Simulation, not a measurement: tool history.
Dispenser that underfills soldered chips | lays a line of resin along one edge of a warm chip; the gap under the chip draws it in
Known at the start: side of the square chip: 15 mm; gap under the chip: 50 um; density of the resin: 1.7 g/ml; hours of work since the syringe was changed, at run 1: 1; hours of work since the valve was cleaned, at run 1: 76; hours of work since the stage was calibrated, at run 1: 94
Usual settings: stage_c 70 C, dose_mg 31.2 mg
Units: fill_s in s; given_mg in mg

run     day  stage_c  dose_mg  hours of work since the syringe was changed  hours of work since the valve was cleaned  hours of work since the stage was calibrated  fill_s  given_mg
  1       0       70     31.2                                            1                                         76                                            94   350.5     29.53
      0.508  -- new syringe of resin
  2   0.529       70     31.2                                            0                                         86                                           104   336.1      29.1
  3   0.975       70     31.2                                            9                                         95                                           113   589.3     28.69
      1.088  -- new syringe of resin
  4   1.496       70     31.2                                            8                                        104                                           122   581.7     28.57
      1.617  -- dispensing valve cleaned and set on the balance
      1.704  -- new syringe of resin
  5   1.867       70     34.7                                            3                                          5                                           128   398.1     34.57
  6   2.112       70     34.7                                            8                                          9                                           133   556.1      34.3
      2.283  -- new syringe of resin
  7   2.683       70     34.7                                            8                                         20                                           144   550.9     34.31
      2.875  -- new syringe of resin
  8    3.25       70     34.7                                            7                                         30                                           154   539.1     33.85
      3.462  -- new syringe of resin
  9   3.633       56     31.2                                            3                                         38                                           162   649.1     30.38
 10   3.938       56     31.2                                            9                                         43                                           167   955.8     30.34
      4.042  -- new syringe of resin
 11   4.308       56     31.2                                            5                                         50                                           174   718.3     29.73
      4.621  -- new syringe of resin
 12   4.667       56     31.2                                            1                                         57                                           181   539.2     29.58
      5.179  -- new syringe of resin
 13     5.2       70     34.8                                            0                                         67                                           191   325.1     32.94
 14   5.458       70     34.8                                            5                                         72                                           196     464     32.71
      5.779  -- new syringe of resin
 15   6.025       70     27.9                                            5                                         82                                           206   471.8     25.92
      6.358  -- new syringe of resin
 16   6.462       70     27.9                                            2                                         90                                           214   386.7     25.63
 17   6.775       70     27.9                                            8                                         96                                           220   580.4     25.78
      6.929  -- new syringe of resin
 18   7.192       70     27.9                                            5                                        104                                           228   467.5      25.4
      7.312  -- dispensing valve cleaned and set on the balance
      7.554  -- new syringe of resin
 19   7.792       70     27.9                                            4                                          9                                           238   444.3      27.8
      8.146  -- new syringe of resin
 20   8.167       70     27.9                                            0                                         16                                           245   334.2     27.46
      8.717  -- new syringe of resin
 21   8.717       60     27.5                                            0                                         26                                           256   457.1     27.01
 22   9.125       60     27.5                                            8                                         34                                           263   777.9     26.77
      9.271  -- new syringe of resin
 23   9.583       73     33.5                                            6                                         42                                           272   436.4     32.41
      9.854  -- new syringe of resin
 24  10.075       67     36.9                                            4                                         52                                           281   474.7     35.51
 25  10.379       67     36.9                                           10                                         57                                           287   718.9      35.6
     10.425  -- new syringe of resin
 26  10.912       64     32.4                                            9                                         67                                           297   735.9      30.8
     11.029  -- new syringe of resin
 27    11.4       64     32.4                                            7                                         76                                           306   630.1     30.56
     11.521  -- stage's temperature calibrated
     11.654  -- new syringe of resin
 28    11.9       64     26.6                                            5                                         85                                             7     582     25.01
     12.221  -- new syringe of resin
 29    12.4       73     29.9                                            3                                         94                                            16   391.6     27.63
     12.788  -- new syringe of resin
 30  12.838       66     38.3                                            1                                        102                                            24   406.1     35.26
     13.075  -- dispensing valve cleaned and set on the balance
 31  13.246       66     38.3                                            8                                          3                                            31   639.8     38.05
     13.421  -- new syringe of resin
 32  13.633       66     38.3                                            4                                         10                                            39   503.5     37.87
     14.012  -- new syringe of resin
 33  14.125       84     26.9                                            2                                         20                                            48   257.6     26.35
 34  14.475       63     27.7                                            9                                         26                                            54   776.7     27.06
     14.579  -- new syringe of resin
 35  15.008       56     29.2                                            8                                         36                                            64   927.6      28.3

Hidden state or all else? Some run-to-run changes of fill_s, split into what the settings, what came in and random variation would give without the hidden state, and what is left for the hidden state (with any gauge scatter that isn't in both results):
The hidden state here: resin's viscosity, % of fresh resin's; dose that the valve gives, % of what is set; true chip temperature over the reading, C; drift of the gauge itself on fill_s, %; drift of the gauge itself on given_mg, %.
Run 9 -> 10: no setting changed, nothing entered. fill_s +306.7 s: hidden state +310.9, all else -4.2.
Run 21 -> 22: no setting changed, nothing entered. fill_s +320.8 s: hidden state +323.4, all else -2.6.
Run 22 -> 23: stage_c 60 -> 73, dose_mg 27.5 -> 33.5, new syringe of resin. fill_s -341.5 s: hidden state -176.2, all else -165.3.
Run 33 -> 34: stage_c 84 -> 63, dose_mg 26.9 -> 27.7. fill_s +519.1 s: hidden state +318.6, all else +200.5.
